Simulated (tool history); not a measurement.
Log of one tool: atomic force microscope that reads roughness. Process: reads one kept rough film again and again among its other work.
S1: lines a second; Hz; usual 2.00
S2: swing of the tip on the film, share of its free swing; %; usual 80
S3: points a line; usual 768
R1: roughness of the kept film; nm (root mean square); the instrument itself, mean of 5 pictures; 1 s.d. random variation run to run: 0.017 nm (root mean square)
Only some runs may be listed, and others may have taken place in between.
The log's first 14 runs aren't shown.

run,hour,S1,S2,S3,R1
15,567.5,2.00,77,768,3.600
# hour 580.6: new tip fitted
16,592.7,2.00,77,768,3.935
# hour 634.3: new tip fitted
17,634.3,1.51,55,331,4.444
18,682.4,1.51,55,331,3.851
# hour 688.7: new tip fitted
19,704.2,2.72,55,800,4.215
20,735.4,0.65,61,864,4.011
# hour 744.5: new tip fitted
21,780.5,0.65,61,864,4.057
# hour 802.0: new tip fitted
22,812.7,0.65,61,864,4.398
23,844.2,3.01,74,768,3.569
# hour 856.5: new tip fitted
24,884.2,2.00,80,335,3.668

What does the tool deliver on the next run?
# hour 911.8: new tip fitted
25,931.3,1.19,71,335,?

R1: 4.093 nm (root mean square)
Take away the tool's hidden state, keep the run-to-run variation as it was, and the same run would have given R1 4.359 nm (root mean square).

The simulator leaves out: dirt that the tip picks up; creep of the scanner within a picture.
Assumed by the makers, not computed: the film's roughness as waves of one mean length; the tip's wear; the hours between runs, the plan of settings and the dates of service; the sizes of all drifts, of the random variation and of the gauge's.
